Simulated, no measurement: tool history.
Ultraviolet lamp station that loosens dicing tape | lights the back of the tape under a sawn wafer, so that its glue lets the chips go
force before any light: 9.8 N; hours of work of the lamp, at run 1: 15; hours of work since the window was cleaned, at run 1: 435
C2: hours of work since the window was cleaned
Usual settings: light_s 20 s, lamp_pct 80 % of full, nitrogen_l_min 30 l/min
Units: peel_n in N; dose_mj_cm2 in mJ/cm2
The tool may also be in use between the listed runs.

{"run": 1, "hour": 0.0, "light_s": 20, "lamp_pct": 80, "nitrogen_l_min": 30, "hours of work of the lamp": 15, "C2": 435, "peel_n": 1.075, "dose_mj_cm2": 439}
{"run": 2, "hour": 52.4, "light_s": 20, "lamp_pct": 80, "nitrogen_l_min": 30, "hours of work of the lamp": 37, "C2": 458, "peel_n": 1.069, "dose_mj_cm2": 434}
{"run": 3, "hour": 95.1, "light_s": 20, "lamp_pct": 74, "nitrogen_l_min": 30, "hours of work of the lamp": 56, "C2": 476, "peel_n": 1.28, "dose_mj_cm2": 396}
{"run": 4, "hour": 135.5, "light_s": 20, "lamp_pct": 74, "nitrogen_l_min": 30, "hours of work of the lamp": 73, "C2": 493, "peel_n": 1.286, "dose_mj_cm2": 386}
{"run": 5, "hour": 161.2, "light_s": 20, "lamp_pct": 74, "nitrogen_l_min": 30, "hours of work of the lamp": 84, "C2": 504, "peel_n": 1.351, "dose_mj_cm2": 386}
{"run": 6, "hour": 188.9, "light_s": 20, "lamp_pct": 74, "nitrogen_l_min": 30, "hours of work of the lamp": 96, "C2": 516, "peel_n": 1.4, "dose_mj_cm2": 386}
{"run": 7, "hour": 224.8, "light_s": 20, "lamp_pct": 74, "nitrogen_l_min": 30, "hours of work of the lamp": 111, "C2": 531, "peel_n": 1.412, "dose_mj_cm2": 381}
{"run": 8, "hour": 272.2, "light_s": 20, "lamp_pct": 74, "nitrogen_l_min": 30, "hours of work of the lamp": 131, "C2": 552, "peel_n": 1.395, "dose_mj_cm2": 379}
{"run": 9, "hour": 297.9, "light_s": 20, "lamp_pct": 62, "nitrogen_l_min": 30, "hours of work of the lamp": 142, "C2": 563, "peel_n": 1.936, "dose_mj_cm2": 311}
{"run": 10, "hour": 345.9, "light_s": 20, "lamp_pct": 62, "nitrogen_l_min": 30, "hours of work of the lamp": 163, "C2": 583, "peel_n": 2.081, "dose_mj_cm2": 313}
{"run": 11, "hour": 386.2, "light_s": 27, "lamp_pct": 80, "nitrogen_l_min": 30, "hours of work of the lamp": 180, "C2": 601, "peel_n": 0.717, "dose_mj_cm2": 534}
{"run": 12, "hour": 419.0, "light_s": 27, "lamp_pct": 80, "nitrogen_l_min": 30, "hours of work of the lamp": 194, "C2": 615, "peel_n": 0.728, "dose_mj_cm2": 522}
{"hour": 436.8, "done": "window cleaned of glue's vapour"}
{"run": 13, "hour": 457.3, "light_s": 11, "lamp_pct": 80, "nitrogen_l_min": 30, "hours of work of the lamp": 210, "C2": 9, "peel_n": 3.383, "dose_mj_cm2": 205}
{"run": 14, "hour": 505.2, "light_s": 20, "lamp_pct": 80, "nitrogen_l_min": 15, "hours of work of the lamp": 231, "C2": 29, "peel_n": 2.216, "dose_mj_cm2": 362}
{"run": 15, "hour": 553.7, "light_s": 20, "lamp_pct": 80, "nitrogen_l_min": 15, "hours of work of the lamp": 252, "C2": 50, "peel_n": 2.27, "dose_mj_cm2": 356}
{"hour": 561.1, "done": "window cleaned of glue's vapour, once more"}
{"run": 16, "hour": 578.0, "light_s": 12, "lamp_pct": 80, "nitrogen_l_min": 30, "hours of work of the lamp": 262, "C2": 7, "peel_n": 2.422, "dose_mj_cm2": 266}
{"run": 17, "hour": 601.9, "light_s": 20, "lamp_pct": 80, "nitrogen_l_min": 34, "hours of work of the lamp": 272, "C2": 17, "peel_n": 1.061, "dose_mj_cm2": 432}
{"run": 18, "hour": 648.9, "light_s": 12, "lamp_pct": 63, "nitrogen_l_min": 28, "hours of work of the lamp": 292, "C2": 38, "peel_n": 3.405, "dose_mj_cm2": 204}
{"run": 19, "hour": 691.5, "light_s": 20, "lamp_pct": 73, "nitrogen_l_min": 12, "hours of work of the lamp": 310, "C2": 56, "peel_n": 2.164, "dose_mj_cm2": 388}
{"run": 20, "hour": 713.3, "light_s": 20, "lamp_pct": 73, "nitrogen_l_min": 12, "hours of work of the lamp": 320, "C2": 65, "peel_n": 2.294, "dose_mj_cm2": 378}
{"run": 21, "hour": 752.0, "light_s": 20, "lamp_pct": 73, "nitrogen_l_min": 12, "hours of work of the lamp": 336, "C2": 82, "peel_n": 2.305, "dose_mj_cm2": 376}
{"run": 22, "hour": 799.4, "light_s": 11, "lamp_pct": 69, "nitrogen_l_min": 27, "hours of work of the lamp": 357, "C2": 102, "peel_n": 3.637, "dose_mj_cm2": 194}
{"run": 23, "hour": 844.9, "light_s": 11, "lamp_pct": 69, "nitrogen_l_min": 27, "hours of work of the lamp": 376, "C2": 121, "peel_n": 3.73, "dose_mj_cm2": 191}
{"run": 24, "hour": 881.9, "light_s": 20, "lamp_pct": 88, "nitrogen_l_min": 53, "hours of work of the lamp": 392, "C2": 137, "peel_n": 0.792, "dose_mj_cm2": 434}
{"run": 25, "hour": 903.3, "light_s": 14, "lamp_pct": 80, "nitrogen_l_min": 47, "hours of work of the lamp": 401, "C2": 146, "peel_n": 1.913, "dose_mj_cm2": 277}
{"run": 26, "hour": 930.4, "light_s": 26, "lamp_pct": 93, "nitrogen_l_min": 47, "hours of work of the lamp": 413, "C2": 158, "peel_n": 0.468, "dose_mj_cm2": 592}
{"run": 27, "hour": 978.4, "light_s": 26, "lamp_pct": 65, "nitrogen_l_min": 47, "hours of work of the lamp": 433, "C2": 179, "peel_n": 0.983, "dose_mj_cm2": 405}
{"run": 28, "hour": 1024.4, "light_s": 26, "lamp_pct": 65, "nitrogen_l_min": 47, "hours of work of the lamp": 453, "C2": 198, "peel_n": 1.04, "dose_mj_cm2": 401}
{"run": 29, "hour": 1046.7, "light_s": 26, "lamp_pct": 65, "nitrogen_l_min": 47, "hours of work of the lamp": 462, "C2": 208, "peel_n": 0.991, "dose_mj_cm2": 397}
{"run": 30, "hour": 1081.4, "light_s": 26, "lamp_pct": 65, "nitrogen_l_min": 47, "hours of work of the lamp": 477, "C2": 223, "peel_n": 1.069, "dose_mj_cm2": 394}
{"run": 31, "hour": 1131.1, "light_s": 17, "lamp_pct": 92, "nitrogen_l_min": 30, "hours of work of the lamp": 498, "C2": 244, "peel_n": 1.571, "dose_mj_cm2": 357}
{"run": 32, "hour": 1163.9, "light_s": 17, "lamp_pct": 63, "nitrogen_l_min": 30, "hours of work of the lamp": 512, "C2": 258, "peel_n": 2.686, "dose_mj_cm2": 246}

Hidden state at the last listed run before each entry between runs and at the first one after, where it differs:
Between runs 12 and 13: window cleaned of glue's vapour (hour 436.8)
  lamp's light, % of a new lamp's: 90.2 -> 89.5; light that the window lets through, % of a clean one's: 85.4 -> 81
  measured less the result without the state, peel_n: +0.306 -> +1.089 N; dose_mj_cm2: -154 -> -76 mJ/cm2
Between runs 15 and 16: window cleaned of glue's vapour, once more (hour 561.1)
  lamp's light, % of a new lamp's: 87.8 -> 87.4; light that the window lets through, % of a clean one's: 80 -> 99.5
  measured less the result without the state, peel_n: +0.999 -> +0.436 N; dose_mj_cm2: -151 -> -40 mJ/cm2
